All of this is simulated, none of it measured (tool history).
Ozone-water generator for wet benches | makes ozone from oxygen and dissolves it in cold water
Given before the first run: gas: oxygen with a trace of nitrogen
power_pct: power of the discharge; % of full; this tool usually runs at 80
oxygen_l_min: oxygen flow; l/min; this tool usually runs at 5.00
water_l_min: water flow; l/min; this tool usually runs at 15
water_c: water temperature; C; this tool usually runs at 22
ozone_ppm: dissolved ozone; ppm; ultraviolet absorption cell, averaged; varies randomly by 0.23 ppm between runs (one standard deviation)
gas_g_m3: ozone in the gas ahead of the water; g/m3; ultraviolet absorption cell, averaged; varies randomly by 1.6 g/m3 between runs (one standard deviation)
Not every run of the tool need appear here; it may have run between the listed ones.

run   hour  power_pct  oxygen_l_min  water_l_min  water_c  ozone_ppm  gas_g_m3
  1    0.0         80          5.00           15       22       34.1     293.8
  2   21.5         80          5.00           15       22       33.8     294.3
  3   53.9         80          5.00           15       22       33.9     296.8
  4   84.1         80          5.00           15       22       34.2     296.2
  5  117.4         80          5.00           15       22       33.6     293.1
  6  148.3         80          5.00           15       22       33.8     294.3
  7  166.9         80          5.00           15       22       34.0     292.4
  8  207.1         80          5.00           15       22       33.7     295.1
  9  238.3         80          5.00           15       22       33.5     294.8
 10  256.5         72          5.00           15       22       32.0     271.7
 11  281.1         72          5.00           15       22       31.4     271.1
 12  301.7         72          5.00           15       22       31.5     269.9
 13  331.4         72          5.00           15       22       31.4     268.8
 14  366.4         83          5.00           15       22       35.3     298.1
 15  384.0         80          5.83           15       22       33.9     271.8
 16  413.4         76          4.46           13       22       36.7     290.7
 17  455.0         51          5.00           17       15       24.5     211.5
 18  488.4         63          5.31           17       15       28.9     237.9
 19  523.0         63          2.87           21       15       20.7     307.7
 20  557.7         57          7.63           20       22       21.2     190.4
 21  591.6         80          5.79           20       28       24.0     271.7
 22  626.0         48          5.00           12       20       29.2     203.8
 23  663.9         42          5.05           15       21       22.0     181.6
 24  697.6         85          4.43           15       17       38.0     316.3
 25  728.7         58          2.63           15       20       25.7     302.4
 26  756.8         76          5.00           18       22       28.1     274.5
     785.4  -- gauge calibrated
 27  787.6         76          5.00           18       22       28.1     283.7
 28  810.0         76          5.00           18       22       27.9     286.1
 29  840.6         76          5.00           18       22       28.2     283.1

What if the next run were any one of these 5? Each begins from the tool's condition after run 29:
  A  859.8         62          5.00           18       22          ?         ?
  B  859.8         89          5.00           23       22          ?         ?
  C  859.8         75          5.00           14       29          ?         ?
  D  859.8         76          2.71           14       22          ?         ?
  E  859.8         76          5.00           13       15          ?         ?

run  ozone_ppm  gas_g_m3
  A       24.4     245.7
  B       24.8     315.2
  C       30.2     279.7
  D       32.6     369.0
  E       41.5     283.0
The same runs, with their run-to-run variation unchanged, on a tool lacking any hidden condition would have given:
run  ozone_ppm  gas_g_m3
  A       24.4     246.4
  B       24.8     316.1
  C       30.3     280.5
  D       32.7     370.1
  E       41.5     283.8
